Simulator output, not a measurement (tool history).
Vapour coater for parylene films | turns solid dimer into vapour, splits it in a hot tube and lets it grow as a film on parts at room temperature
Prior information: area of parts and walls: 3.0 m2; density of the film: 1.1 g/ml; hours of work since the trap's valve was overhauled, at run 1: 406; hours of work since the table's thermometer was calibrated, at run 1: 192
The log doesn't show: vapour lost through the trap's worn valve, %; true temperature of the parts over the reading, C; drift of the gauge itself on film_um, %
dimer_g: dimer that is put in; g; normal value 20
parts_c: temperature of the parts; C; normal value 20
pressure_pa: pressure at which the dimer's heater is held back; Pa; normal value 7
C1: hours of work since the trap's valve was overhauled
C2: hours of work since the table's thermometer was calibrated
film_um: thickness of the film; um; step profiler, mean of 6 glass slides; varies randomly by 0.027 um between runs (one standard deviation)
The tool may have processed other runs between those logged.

{"run": 1, "hour": 0.0, "dimer_g": 20, "parts_c": 20, "pressure_pa": 7, "C1": 406, "C2": 192, "film_um": 4.15}
{"run": 2, "hour": 30.4, "dimer_g": 20, "parts_c": 14, "pressure_pa": 7, "C1": 424, "C2": 209, "film_um": 4.58}
{"run": 3, "hour": 57.0, "dimer_g": 20, "parts_c": 15, "pressure_pa": 7, "C1": 439, "C2": 225, "film_um": 4.5}
{"run": 4, "hour": 81.7, "dimer_g": 20, "parts_c": 15, "pressure_pa": 7, "C1": 454, "C2": 239, "film_um": 4.48}
{"run": 5, "hour": 105.1, "dimer_g": 20, "parts_c": 20, "pressure_pa": 7, "C1": 467, "C2": 253, "film_um": 4.17}
{"run": 6, "hour": 119.1, "dimer_g": 20, "parts_c": 20, "pressure_pa": 7, "C1": 475, "C2": 261, "film_um": 4.12}
{"run": 7, "hour": 136.6, "dimer_g": 20, "parts_c": 20, "pressure_pa": 7, "C1": 485, "C2": 271, "film_um": 4.09}
{"run": 8, "hour": 153.4, "dimer_g": 26, "parts_c": 20, "pressure_pa": 7, "C1": 495, "C2": 281, "film_um": 5.31}
{"run": 9, "hour": 170.4, "dimer_g": 26, "parts_c": 20, "pressure_pa": 7, "C1": 505, "C2": 290, "film_um": 5.29}
{"run": 10, "hour": 193.5, "dimer_g": 26, "parts_c": 20, "pressure_pa": 7, "C1": 518, "C2": 304, "film_um": 5.27}
{"run": 11, "hour": 207.6, "dimer_g": 26, "parts_c": 20, "pressure_pa": 7, "C1": 527, "C2": 312, "film_um": 5.33}
{"run": 12, "hour": 231.0, "dimer_g": 26, "parts_c": 20, "pressure_pa": 7, "C1": 540, "C2": 326, "film_um": 5.21}
{"run": 13, "hour": 259.6, "dimer_g": 26, "parts_c": 20, "pressure_pa": 7, "C1": 557, "C2": 342, "film_um": 5.28}
{"run": 14, "hour": 276.5, "dimer_g": 20, "parts_c": 20, "pressure_pa": 6.73, "C1": 566, "C2": 352, "film_um": 4.1}
{"run": 15, "hour": 309.1, "dimer_g": 20, "parts_c": 23, "pressure_pa": 11.17, "C1": 585, "C2": 371, "film_um": 3.49}
{"run": 16, "hour": 327.3, "dimer_g": 20, "parts_c": 23, "pressure_pa": 11.17, "C1": 596, "C2": 381, "film_um": 3.48}
{"run": 17, "hour": 348.6, "dimer_g": 26, "parts_c": 23, "pressure_pa": 4.79, "C1": 608, "C2": 394, "film_um": 5.33}
{"run": 18, "hour": 383.2, "dimer_g": 26, "parts_c": 23, "pressure_pa": 2.19, "C1": 628, "C2": 414, "film_um": 6.2}
{"run": 19, "hour": 407.3, "dimer_g": 10, "parts_c": 20, "pressure_pa": 4.26, "C1": 642, "C2": 428, "film_um": 2.22}
{"run": 20, "hour": 439.0, "dimer_g": 24, "parts_c": 23, "pressure_pa": 2.76, "C1": 660, "C2": 446, "film_um": 5.39}
{"run": 21, "hour": 461.7, "dimer_g": 20, "parts_c": 18, "pressure_pa": 2.57, "C1": 674, "C2": 459, "film_um": 4.94}
{"run": 22, "hour": 479.4, "dimer_g": 20, "parts_c": 18, "pressure_pa": 2.57, "C1": 684, "C2": 469, "film_um": 4.89}
{"hour": 495.5, "done": "trap's valve overhauled"}
{"run": 23, "hour": 502.7, "dimer_g": 8, "parts_c": 18, "pressure_pa": 2.57, "C1": 4, "C2": 480, "film_um": 2.25}

How the hidden state differs across the entries between the runs, from the last listed run before each to the first after it:
After run 22, before run 23: trap's valve overhauled (hour 495.5)
  vapour lost through the trap's worn valve, %: 12.9 -> 0.3
  measured value less the no-hidden-state value, film_um: -0.74 -> -0.02 um
